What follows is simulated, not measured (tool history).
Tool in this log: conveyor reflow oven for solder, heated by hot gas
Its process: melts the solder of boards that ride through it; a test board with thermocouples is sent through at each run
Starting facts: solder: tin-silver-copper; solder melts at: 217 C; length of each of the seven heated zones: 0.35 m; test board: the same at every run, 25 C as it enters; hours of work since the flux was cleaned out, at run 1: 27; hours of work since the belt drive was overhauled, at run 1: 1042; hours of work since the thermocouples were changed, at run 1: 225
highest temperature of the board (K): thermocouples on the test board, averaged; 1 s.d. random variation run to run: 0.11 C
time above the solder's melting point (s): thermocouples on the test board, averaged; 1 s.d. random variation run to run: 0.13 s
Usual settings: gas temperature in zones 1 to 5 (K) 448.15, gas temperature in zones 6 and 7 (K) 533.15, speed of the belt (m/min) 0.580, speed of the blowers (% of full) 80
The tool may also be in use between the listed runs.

run   hour  gas temperature in zones 1 to 5 (K)  gas temperature in zones 6 and 7 (K)  speed of the belt (m/min)  speed of the blowers (% of full)  hours of work since the flux was cleaned out  hours of work since the belt drive was overhauled  hours of work since the thermocouples were changed  highest temperature of the board (K)  time above the solder's melting point (s)
  1    0.0                               448.15                                533.15                      0.580                                80                                            27                                               1042                                                 225                                521.65                                       53.5
  2   89.6                               448.15                                533.15                      0.580                                80                                            73                                               1089                                                 271                                521.45                                       53.2
  3  171.7                               448.15                                533.15                      0.580                                54                                           116                                               1132                                                 314                                514.65                                       44.7
  4  210.7                               448.15                                533.15                      0.580                                54                                           137                                               1153                                                 335                                514.35                                       44.7
  5  280.5                               448.15                                533.15                      0.580                                80                                           173                                               1189                                                 371                                520.45                                       52.2
     339.4  -- flux residue cleaned out of gas plates and filters
  6  342.2                               448.15                                533.15                      0.580                                80                                             1                                               1219                                                 401                                522.15                                       54.1
  7  411.5                               448.15                                533.15                      0.662                                80                                            38                                               1255                                                 437                                518.25                                       43.5
  8  486.9                               444.15                                533.15                      0.580                                73                                            77                                               1294                                                 477                                519.55                                       49.8
  9  532.4                               448.15                                533.15                      0.548                                80                                           101                                               1318                                                 500                                522.95                                       57.8
 10  569.5                               448.15                                546.15                      0.548                                54                                           120                                               1338                                                 520                                527.75                                       59.2
 11  650.0                               448.15                                546.15                      0.548                                54                                           162                                               1380                                                 562                                527.65                                       59.1
 12  708.8                               444.15                                533.15                      0.639                                80                                           193                                               1410                                                 593                                517.15                                       42.7

Alternative continuations, all from the tool just after run 12; predict every row:
     728.3  -- flux residue cleaned out of gas plates and filters
  A  799.8                               448.15                                541.15                      0.659                                88                                            37                                               1455                                                 637                                     ?                                          ?
     728.3  -- flux residue cleaned out of gas plates and filters
  B  799.8                               444.15                                533.15                      0.633                                88                                            37                                               1455                                                 637                                     ?                                          ?
     728.3  -- flux residue cleaned out of gas plates and filters
  C  799.8                               460.15                                537.15                      0.547                                80                                            37                                               1455                                                 637                                     ?                                          ?

run  highest temperature of the board (K)  time above the solder's melting point (s)
  A                                527.25                                       49.9
  B                                520.75                                       47.2
  C                                528.75                                       66.6
The same runs, with their run-to-run variation unchanged, on a tool lacking any hidden condition would have given:
run  highest temperature of the board (K)  time above the solder's melting point (s)
  A                                526.55                                       48.9
  B                                520.05                                       46.2
  C                                527.95                                       65.3
